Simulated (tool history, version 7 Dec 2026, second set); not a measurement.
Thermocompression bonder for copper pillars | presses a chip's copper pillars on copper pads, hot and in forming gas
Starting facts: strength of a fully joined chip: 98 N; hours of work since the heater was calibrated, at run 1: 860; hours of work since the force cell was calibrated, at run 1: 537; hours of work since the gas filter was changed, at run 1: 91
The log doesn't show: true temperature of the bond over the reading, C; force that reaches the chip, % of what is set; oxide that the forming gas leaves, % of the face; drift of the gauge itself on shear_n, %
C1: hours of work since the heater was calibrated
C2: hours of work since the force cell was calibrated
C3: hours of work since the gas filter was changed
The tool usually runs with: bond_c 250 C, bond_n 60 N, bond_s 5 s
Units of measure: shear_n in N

{"run": 1, "day": 0.0, "bond_c": 250, "bond_n": 60, "bond_s": 5, "C1": 860, "C2": 537, "C3": 91, "shear_n": 72.8}
{"run": 2, "day": 2.533, "bond_c": 250, "bond_n": 69, "bond_s": 5, "C1": 908, "C2": 584, "C3": 139, "shear_n": 74.3}
{"run": 3, "day": 4.15, "bond_c": 250, "bond_n": 60, "bond_s": 5, "C1": 938, "C2": 615, "C3": 169, "shear_n": 70.5}
{"run": 4, "day": 6.262, "bond_c": 250, "bond_n": 66, "bond_s": 5, "C1": 978, "C2": 655, "C3": 209, "shear_n": 72}
{"day": 7.483, "done": "forming gas filter changed"}
{"run": 5, "day": 7.621, "bond_c": 250, "bond_n": 66, "bond_s": 5, "C1": 1004, "C2": 680, "C3": 3, "shear_n": 77.9}
{"run": 6, "day": 10.104, "bond_c": 250, "bond_n": 66, "bond_s": 5, "C1": 1050, "C2": 727, "C3": 49, "shear_n": 76.3}
{"day": 10.646, "done": "heater calibrated with a thermocouple chip"}
{"run": 7, "day": 11.342, "bond_c": 231, "bond_n": 66, "bond_s": 5, "C1": 13, "C2": 749, "C3": 71, "shear_n": 62.2}
{"run": 8, "day": 12.992, "bond_c": 231, "bond_n": 66, "bond_s": 5, "C1": 44, "C2": 780, "C3": 102, "shear_n": 62.2}
{"run": 9, "day": 14.542, "bond_c": 231, "bond_n": 66, "bond_s": 5, "C1": 74, "C2": 809, "C3": 132, "shear_n": 61.7}
{"run": 10, "day": 16.771, "bond_c": 271, "bond_n": 60, "bond_s": 5, "C1": 116, "C2": 851, "C3": 174, "shear_n": 79.8}
{"run": 11, "day": 18.729, "bond_c": 262, "bond_n": 60, "bond_s": 5, "C1": 153, "C2": 888, "C3": 211, "shear_n": 75.4}
{"day": 19.833, "done": "forming gas filter changed"}
{"run": 12, "day": 20.204, "bond_c": 228, "bond_n": 60, "bond_s": 5, "C1": 180, "C2": 916, "C3": 7, "shear_n": 60.2}
{"run": 13, "day": 22.604, "bond_c": 228, "bond_n": 60, "bond_s": 5, "C1": 225, "C2": 961, "C3": 52, "shear_n": 59.1}
{"day": 22.792, "done": "force cell calibrated"}
{"run": 14, "day": 24.042, "bond_c": 250, "bond_n": 60, "bond_s": 5, "C1": 251, "C2": 24, "C3": 78, "shear_n": 72.8}
{"run": 15, "day": 25.112, "bond_c": 250, "bond_n": 60, "bond_s": 5, "C1": 271, "C2": 44, "C3": 98, "shear_n": 72.5}
{"run": 16, "day": 26.725, "bond_c": 250, "bond_n": 60, "bond_s": 5, "C1": 302, "C2": 74, "C3": 129, "shear_n": 71}
{"run": 17, "day": 29.333, "bond_c": 250, "bond_n": 60, "bond_s": 4, "C1": 351, "C2": 124, "C3": 178, "shear_n": 67.3}
{"run": 18, "day": 31.146, "bond_c": 250, "bond_n": 60, "bond_s": 5, "C1": 385, "C2": 158, "C3": 212, "shear_n": 69.9}
{"day": 32.233, "done": "forming gas filter changed"}
{"run": 19, "day": 32.896, "bond_c": 250, "bond_n": 60, "bond_s": 3, "C1": 418, "C2": 190, "C3": 12, "shear_n": 66.1}
{"run": 20, "day": 35.125, "bond_c": 279, "bond_n": 64, "bond_s": 14, "C1": 460, "C2": 232, "C3": 55, "shear_n": 94.6}
{"day": 35.954, "done": "force cell calibrated, once more"}
{"run": 21, "day": 36.521, "bond_c": 222, "bond_n": 64, "bond_s": 14, "C1": 485, "C2": 11, "C3": 80, "shear_n": 74.1}
{"run": 22, "day": 38.012, "bond_c": 232, "bond_n": 74, "bond_s": 9, "C1": 513, "C2": 39, "C3": 108, "shear_n": 75.8}
{"run": 23, "day": 39.129, "bond_c": 232, "bond_n": 74, "bond_s": 9, "C1": 535, "C2": 60, "C3": 129, "shear_n": 75.5}
{"run": 24, "day": 41.317, "bond_c": 263, "bond_n": 47, "bond_s": 5, "C1": 576, "C2": 101, "C3": 170, "shear_n": 72.3}
{"run": 25, "day": 43.712, "bond_c": 276, "bond_n": 58, "bond_s": 4, "C1": 621, "C2": 146, "C3": 215, "shear_n": 78.3}
{"day": 44.575, "done": "forming gas filter changed"}
{"run": 26, "day": 46.2, "bond_c": 247, "bond_n": 63, "bond_s": 10, "C1": 668, "C2": 193, "C3": 31, "shear_n": 83.9}
{"run": 27, "day": 47.917, "bond_c": 232, "bond_n": 85, "bond_s": 5, "C1": 700, "C2": 225, "C3": 63, "shear_n": 71.2}
{"run": 28, "day": 50.442, "bond_c": 232, "bond_n": 85, "bond_s": 5, "C1": 748, "C2": 273, "C3": 111, "shear_n": 70}
{"run": 29, "day": 52.112, "bond_c": 274, "bond_n": 60, "bond_s": 5, "C1": 779, "C2": 305, "C3": 142, "shear_n": 82.8}
{"run": 30, "day": 54.121, "bond_c": 274, "bond_n": 60, "bond_s": 5, "C1": 817, "C2": 342, "C3": 180, "shear_n": 82.8}
{"run": 31, "day": 55.583, "bond_c": 274, "bond_n": 60, "bond_s": 5, "C1": 845, "C2": 370, "C3": 208, "shear_n": 81.8}
{"day": 56.808, "done": "forming gas filter changed"}
{"run": 32, "day": 58.075, "bond_c": 274, "bond_n": 60, "bond_s": 5, "C1": 891, "C2": 417, "C3": 24, "shear_n": 86.9}
{"run": 33, "day": 60.192, "bond_c": 240, "bond_n": 49, "bond_s": 7, "C1": 931, "C2": 457, "C3": 64, "shear_n": 69.1}
{"run": 34, "day": 62.008, "bond_c": 240, "bond_n": 49, "bond_s": 7, "C1": 966, "C2": 491, "C3": 98, "shear_n": 68.2}
{"run": 35, "day": 64.2, "bond_c": 240, "bond_n": 49, "bond_s": 7, "C1": 1007, "C2": 532, "C3": 140, "shear_n": 67.4}
{"run": 36, "day": 65.45, "bond_c": 220, "bond_n": 60, "bond_s": 9, "C1": 1031, "C2": 556, "C3": 163, "shear_n": 63.2}
{"run": 37, "day": 66.629, "bond_c": 260, "bond_n": 36, "bond_s": 11, "C1": 1053, "C2": 578, "C3": 185, "shear_n": 77.3}
{"day": 67.054, "done": "heater calibrated with a thermocouple chip"}
{"run": 38, "day": 68.192, "bond_c": 220, "bond_n": 59, "bond_s": 4, "C1": 21, "C2": 606, "C3": 213, "shear_n": 44.7}

3 options for the next run, each taken on its own from the tool as it stands now. Forecast them:
{"day": 69.146, "done": "forming gas filter changed"}
{"run": "A", "day": 69.617, "bond_c": 261, "bond_n": 77, "bond_s": 7, "C1": 48, "C2": 633, "C3": 9, "shear_n": "?"}
{"day": 69.146, "done": "forming gas filter changed"}
{"run": "B", "day": 69.617, "bond_c": 220, "bond_n": 46, "bond_s": 5, "C1": 48, "C2": 633, "C3": 9, "shear_n": "?"}
{"day": 69.146, "done": "forming gas filter changed"}
{"run": "C", "day": 69.617, "bond_c": 253, "bond_n": 38, "bond_s": 8, "C1": 48, "C2": 633, "C3": 9, "shear_n": "?"}

run=A shear_n=88.1
run=B shear_n=45.7
run=C shear_n=71.1
Take away the tool's hidden state, keep each run's random variation, and the runs would have read:
run=A shear_n=88.3
run=B shear_n=45.9
run=C shear_n=71.3

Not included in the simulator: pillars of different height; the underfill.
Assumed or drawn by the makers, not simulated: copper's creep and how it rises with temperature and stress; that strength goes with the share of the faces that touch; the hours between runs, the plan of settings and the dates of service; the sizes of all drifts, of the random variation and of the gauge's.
